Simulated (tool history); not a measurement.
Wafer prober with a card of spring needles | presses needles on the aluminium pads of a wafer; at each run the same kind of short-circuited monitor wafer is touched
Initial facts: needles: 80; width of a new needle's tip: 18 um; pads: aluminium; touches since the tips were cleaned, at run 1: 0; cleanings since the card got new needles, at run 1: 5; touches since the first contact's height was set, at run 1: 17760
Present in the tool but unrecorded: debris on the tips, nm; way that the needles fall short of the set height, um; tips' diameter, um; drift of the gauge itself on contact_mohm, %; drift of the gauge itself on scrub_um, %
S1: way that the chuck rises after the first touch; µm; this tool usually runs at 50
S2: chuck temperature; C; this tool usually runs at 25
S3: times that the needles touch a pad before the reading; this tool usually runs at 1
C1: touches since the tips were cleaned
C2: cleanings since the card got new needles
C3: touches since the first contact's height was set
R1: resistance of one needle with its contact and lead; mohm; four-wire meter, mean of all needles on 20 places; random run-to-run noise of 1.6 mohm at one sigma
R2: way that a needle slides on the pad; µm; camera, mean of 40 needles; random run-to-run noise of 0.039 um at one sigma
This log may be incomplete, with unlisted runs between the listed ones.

{"run": 1, "hour": 0.0, "S1": 50, "S2": 25, "S3": 1, "C1": 0, "C2": 5, "C3": 17760, "R1": 146, "R2": 12.39}
{"hour": 11.9, "done": "tips cleaned on abrasive film"}
{"hour": 23.3, "done": "tips cleaned on abrasive film"}
{"run": 2, "hour": 23.3, "S1": 50, "S2": 25, "S3": 1, "C1": 0, "C2": 7, "C3": 24211, "R1": 152, "R2": 12.35}
{"hour": 33.9, "done": "tips cleaned on abrasive film"}
{"run": 3, "hour": 41.2, "S1": 50, "S2": 25, "S3": 1, "C1": 2045, "C2": 8, "C3": 29192, "R1": 149, "R2": 12.43}
{"hour": 46.0, "done": "tips cleaned on abrasive film"}
{"hour": 58.3, "done": "tips cleaned on abrasive film"}
{"hour": 70.4, "done": "tips cleaned on abrasive film"}
{"run": 4, "hour": 70.4, "S1": 50, "S2": 25, "S3": 1, "C1": 0, "C2": 11, "C3": 37266, "R1": 151, "R2": 12.41}
{"hour": 82.4, "done": "tips cleaned on abrasive film"}
{"run": 5, "hour": 89.9, "S1": 50, "S2": 25, "S3": 1, "C1": 2091, "C2": 12, "C3": 42687, "R1": 149, "R2": 12.42}
{"hour": 94.7, "done": "tips cleaned on abrasive film"}
{"hour": 106.0, "done": "tips cleaned on abrasive film"}
{"run": 6, "hour": 114.7, "S1": 50, "S2": 25, "S3": 1, "C1": 2431, "C2": 14, "C3": 49554, "R1": 150, "R2": 12.34}
{"hour": 117.4, "done": "tips cleaned on abrasive film"}
{"hour": 128.7, "done": "tips cleaned on abrasive film"}
{"run": 7, "hour": 135.9, "S1": 50, "S2": 25, "S3": 1, "C1": 2016, "C2": 16, "C3": 55426, "R1": 152, "R2": 12.45}
{"hour": 141.2, "done": "tips cleaned on abrasive film"}
{"hour": 152.9, "done": "tips cleaned on abrasive film"}
{"run": 8, "hour": 160.2, "S1": 50, "S2": 25, "S3": 1, "C1": 2064, "C2": 18, "C3": 62167, "R1": 147, "R2": 12.32}
{"hour": 165.5, "done": "tips cleaned on abrasive film"}
{"hour": 177.6, "done": "tips cleaned on abrasive film"}
{"run": 9, "hour": 179.1, "S1": 50, "S2": 25, "S3": 1, "C1": 429, "C2": 20, "C3": 67388, "R1": 150, "R2": 12.4}
{"hour": 188.6, "done": "tips cleaned on abrasive film"}
{"hour": 199.4, "done": "tips cleaned on abrasive film"}
{"run": 10, "hour": 204.2, "S1": 50, "S2": 25, "S3": 2, "C1": 1359, "C2": 22, "C3": 74342, "R1": 149, "R2": 12.39}
{"hour": 211.5, "done": "tips cleaned on abrasive film"}
{"hour": 223.8, "done": "tips cleaned on abrasive film"}
{"run": 11, "hour": 224.9, "S1": 32, "S2": 25, "S3": 1, "C1": 299, "C2": 24, "C3": 80060, "R1": 158, "R2": 7.95}
{"hour": 234.6, "done": "tips cleaned on abrasive film"}
{"hour": 246.1, "done": "tips cleaned on abrasive film"}
{"run": 12, "hour": 251.3, "S1": 32, "S2": 25, "S3": 1, "C1": 1449, "C2": 26, "C3": 87382, "R1": 155, "R2": 7.86}
{"hour": 258.2, "done": "tips cleaned on abrasive film"}
{"hour": 269.6, "done": "tips cleaned on abrasive film"}
{"run": 13, "hour": 276.7, "S1": 50, "S2": 25, "S3": 2, "C1": 1978, "C2": 28, "C3": 94425, "R1": 149, "R2": 12.38}
{"hour": 280.9, "done": "tips cleaned on abrasive film"}
{"hour": 293.3, "done": "tips cleaned on abrasive film"}
{"run": 14, "hour": 295.8, "S1": 50, "S2": 25, "S3": 1, "C1": 706, "C2": 30, "C3": 99711, "R1": 151, "R2": 12.41}
{"hour": 305.9, "done": "tips cleaned on abrasive film"}
{"hour": 317.0, "done": "tips cleaned on abrasive film"}
{"hour": 329.5, "done": "tips cleaned on abrasive film"}
{"run": 15, "hour": 331.9, "S1": 50, "S2": 25, "S3": 1, "C1": 678, "C2": 33, "C3": 109708, "R1": 147, "R2": 12.42}
{"hour": 341.4, "done": "tips cleaned on abrasive film"}
{"hour": 353.9, "done": "tips cleaned on abrasive film"}
{"run": 16, "hour": 358.3, "S1": 44, "S2": 37, "S3": 1, "C1": 1220, "C2": 35, "C3": 117016, "R1": 150, "R2": 10.9}
{"hour": 365.1, "done": "tips cleaned on abrasive film"}
{"hour": 377.1, "done": "tips cleaned on abrasive film"}
{"hour": 387.6, "done": "tips cleaned on abrasive film"}
{"run": 17, "hour": 394.3, "S1": 44, "S2": 25, "S3": 3, "C1": 1877, "C2": 38, "C3": 127001, "R1": 150, "R2": 10.89}

Predict the results of run 18:
{"hour": 399.5, "done": "tips cleaned on abrasive film"}
{"hour": 410.4, "done": "tips cleaned on abrasive film"}
{"run": 18, "hour": 411.6, "S1": 40, "S2": 38, "S3": 1, "C1": 330, "C2": 40, "C3": 131768, "R1": "?", "R2": "?"}

Logged for run 18: R1 156 mohm, R2 9.92 µm.
Minus the tool's unlogged condition, the same run would have read R1 156 mohm, R2 9.93 µm.
